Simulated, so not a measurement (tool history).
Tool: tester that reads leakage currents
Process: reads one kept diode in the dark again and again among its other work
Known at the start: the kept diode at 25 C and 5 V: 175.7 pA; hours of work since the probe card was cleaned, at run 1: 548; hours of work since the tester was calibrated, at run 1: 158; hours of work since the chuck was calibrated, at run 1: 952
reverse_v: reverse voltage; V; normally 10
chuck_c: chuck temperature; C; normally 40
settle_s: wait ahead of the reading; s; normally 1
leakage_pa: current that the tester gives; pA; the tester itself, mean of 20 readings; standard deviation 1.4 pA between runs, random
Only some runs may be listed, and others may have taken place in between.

run    hour  reverse_v  chuck_c  settle_s  hours of work since the probe card was cleaned  hours of work since the tester was calibrated  hours of work since the chuck was calibrated  leakage_pa
  1       0         10       40         1                                             548                                            158                                           952      600.95
  2   261.8         10       40         1                                             691                                            300                                          1095      599.67
        288  -- chuck's temperature calibrated
  3   373.3         10       40         1                                             751                                            360                                            46      658.04
  4   564.8         10       40       0.3                                             855                                            464                                           151      664.46
  5   785.2         10       40       0.3                                             975                                            584                                           271      661.98
  6   902.4         10       40       0.3                                            1039                                            648                                           334      660.45
  7  1152.7         10       35         1                                            1175                                            784                                           471      459.58
     1200.3  -- probe card cleaned and baked
  8  1399.7         10       35         1                                             109                                            917                                           604      442.82
  9  1556.2        4.2       40         1                                             194                                           1002                                           689      480.06
 10  1809.4        3.4       40         1                                             332                                           1140                                           827      445.96
 11  2019.4         10       40      5.31                                             446                                           1254                                           941      617.91
 12  2263.9       15.8       40      5.31                                             579                                           1387                                          1074      709.18
     2338.6  -- chuck's temperature calibrated
 13  2431.6         10       40         1                                             669                                           1478                                            51       660.3
 14  2600.4         10       40         1                                             761                                           1569                                           143      659.13
 15  2738.9         10       40         1                                             836                                           1645                                           218      658.19
 16    2904         10       40         1                                             926                                           1735                                           308       654.2
 17  3048.4         10       40         1                                            1005                                           1813                                           386       651.5
 18  3191.1         10       40       4.2                                            1083                                           1891                                           464      647.78
     3422.5  -- probe card cleaned and baked
 19  3432.7        4.3       29      7.38                                               6                                           2021                                           594      220.19
 20  3689.2        4.3       43      7.38                                             145                                           2160                                           734      591.88
 21    3914        4.3       43      7.38                                             268                                           2283                                           856      587.16
 22  4052.8        8.2       24         1                                             343                                           2358                                           931      185.25
 23  4252.1        7.5       36      5.61                                             452                                           2467                                          1040      425.54
     4381.5  -- chuck's temperature calibrated
 24    4401        7.9       57         1                                             532                                           2547                                            11     1886.93
 25  4534.3        7.1       40      0.73                                             604                                           2619                                            83      598.78
 26  4699.4        2.7       38      0.75                                             694                                           2709                                           173      383.87
 27  4964.3        2.7       38      0.75                                             838                                           2854                                           317      383.74
 28  5185.2       19.1       29      1.24                                             958                                           2974                                           437      383.77
 29  5387.3        1.3       28      2.74                                            1068                                           3084                                           548      147.23
 30  5616.3        1.3       28      2.74                                            1193                                           3208                                           672      145.53
     5634.6  -- probe card cleaned and baked
 31  5827.8        3.8       44      0.46                                             105                                           3322                                           786      620.29

Below, each run's measurement less what the same run would have read without the hidden state. Both values contain the same run-to-run variation, but the gauge's scatter may not be the same in both:
The hidden state here: stray current of the dirty probe card, pA a volt; current scale over the true one, %; true chuck temperature over the reading, C; drift of the gauge itself on leakage_pa, %.
run  leakage_pa
  1      -44.48
  2       -48.1
  3       +9.48
  4       +6.66
  5       +3.35
  6       +1.72
  7       +2.95
  8       -14.4
  9         -18
 10      -20.19
 11      -29.05
 12      -34.13
 13      +12.08
 14       +9.79
 15       +7.61
 16       +4.87
 17       +3.04
 18       +0.78
 19        -7.1
 20      -21.38
 21      -24.99
 22       -6.77
 23         -21
 24      +44.25
 25      +15.62
 26        +6.7
 27       +3.93
 28      +21.74
 29       -0.21
 30       -1.28
 31       -15.4
